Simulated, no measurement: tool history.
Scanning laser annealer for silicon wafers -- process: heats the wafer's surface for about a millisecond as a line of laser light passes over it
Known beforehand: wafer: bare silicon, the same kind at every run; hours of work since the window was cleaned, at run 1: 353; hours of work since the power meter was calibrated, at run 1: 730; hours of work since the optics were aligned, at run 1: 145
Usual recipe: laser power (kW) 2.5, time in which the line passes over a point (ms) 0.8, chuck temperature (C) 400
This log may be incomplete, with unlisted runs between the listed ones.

run    hour  laser power (kW)  time in which the line passes over a point (ms)  chuck temperature (C)  hours of work since the window was cleaned  hours of work since the power meter was calibrated  hours of work since the optics were aligned  highest temperature of the surface (C)
  1       0               2.5                                              0.8                    400                                         353                                                 730                                          145                                    1157
  2    34.5               2.5                                              0.8                    400                                         372                                                 749                                          164                                    1150
  3    62.4               2.5                                              0.8                    400                                         387                                                 764                                          179                                    1153
  4    81.4               2.5                                              0.8                    400                                         398                                                 774                                          190                                    1155
  5      99               2.5                                              0.8                    400                                         407                                                 784                                          200                                    1154
  6   125.5               2.5                                              0.8                    400                                         422                                                 799                                          214                                    1151
  7   143.9               2.5                                              0.8                    400                                         432                                                 809                                          224                                    1154
  8   171.6               2.5                                              0.8                    400                                         447                                                 824                                          240                                    1151
  9     202               2.5                                              0.8                    400                                         464                                                 841                                          256                                    1150
 10   236.3               2.5                                              0.8                    400                                         483                                                 860                                          275                                    1150
 11   255.6               2.5                                              0.8                    400                                         494                                                 870                                          286                                    1148
 12   286.4             2.181                                              0.8                    400                                         511                                                 887                                          303                                    1049
 13   319.8             2.181                                              0.8                    400                                         529                                                 906                                          321                                    1050
 14   351.5             2.181                                              0.8                    400                                         546                                                 923                                          339                                    1045
 15   382.2               2.5                                            0.936                    400                                         563                                                 940                                          355                                    1211
 16   407.7               2.5                                            0.936                    400                                         577                                                 954                                          370                                    1212
      426.6  -- window over the wafer cleaned
 17   429.2               2.5                                            0.936                    400                                           1                                                 965                                          380                                    1207
 18   462.6               2.5                                            0.936                    370                                          20                                                 983                                          399                                    1172
 19   481.8               2.5                                            0.936                    370                                          30                                                 994                                          409                                    1171
 20     515               2.5                                            0.936                    370                                          49                                                1012                                          428                                    1172
 21   539.9               2.5                                            0.936                    370                                          62                                                1026                                          441                                    1174
 22   569.2             2.381                                              0.8                    385                                          79                                                1042                                          457                                    1083
      586.2  -- window over the wafer cleaned, once more
 23   603.4             2.381                                              0.8                    385                                           9                                                1060                                          475                                    1122
 24   618.7             2.578                                            0.589                    430                                          18                                                1068                                          483                                    1099
 25   653.8             2.153                                              0.8                    421                                          37                                                1087                                          503                                    1082
 26   682.9             2.153                                              0.8                    421                                          53                                                1103                                          519                                    1079
 27   707.4               2.5                                            0.989                    395                                          67                                                1117                                          532                                    1261
 28   742.5             2.414                                            0.665                    383                                          86                                                1136                                          552                                    1051
 29   757.6               2.5                                              0.8                    426                                          94                                                1145                                          560                                    1190
 30   779.8             2.443                                            0.904                    391                                         107                                                1157                                          572                                    1186
 31   807.9             2.436                                              0.8                    406                                         122                                                1172                                          588                                    1152
 32   836.1             2.594                                             0.68                    380                                         138                                                1188                                          603                                    1102
 33   863.7             2.528                                              0.8                    400                                         153                                                1203                                          618                                    1172
 34   895.7               2.5                                              0.8                    437                                         170                                                1221                                          636                                    1194
 35   919.8             2.326                                            0.638                    411                                         184                                                1234                                          649                                    1031
 36     955             2.483                                              0.8                    400                                         203                                                1253                                          669                                    1156
 37   969.4             2.498                                              0.8                    400                                         211                                                1261                                          677                                    1151
 38  1003.2             2.498                                              0.8                    400                                         230                                                1280                                          695                                    1156
 39  1030.1              2.26                                            0.869                    434                                         244                                                1295                                          710                                    1148
 40  1049.4              2.26                                            0.941                    439                                         255                                                1305                                          721                                    1182
 41  1063.6             2.578                                            0.917                    416                                         263                                                1313                                          728                                    1256

A few steps of highest temperature of the surface (C) between consecutive runs. Split each: what settings, incoming material and random variation would produce without the hidden state, and what is left over for the hidden state, along with gauge scatter present in only one of the two compared results (measured, and without hidden state):
Hidden state at play: light that passes the window, % of a clean one's; laser's true power over the reading, %; width of the line over the set one, %; drift of the gauge itself on peak_c, C.
Run 14 -> 15: laser power (kW) 2.181 -> 2.5, time in which the line passes over a point (ms) 0.8 -> 0.936. highest temperature of the surface (C) +166: hidden state -9, all else +175.
Run 16 -> 17: window over the wafer cleaned. highest temperature of the surface (C) -5: hidden state -5, all else +0.
Run 22 -> 23: window over the wafer cleaned, once more. highest temperature of the surface (C) +39: hidden state +37, all else +2.
Run 26 -> 27: laser power (kW) 2.153 -> 2.5, time in which the line passes over a point (ms) 0.8 -> 0.989, chuck temperature (C) 421 -> 395. highest temperature of the surface (C) +182: hidden state -4, all else +186.
Run 27 -> 28: laser power (kW) 2.5 -> 2.414, time in which the line passes over a point (ms) 0.989 -> 0.665, chuck temperature (C) 395 -> 383. highest temperature of the surface (C) -210: hidden state +2, all else -212.
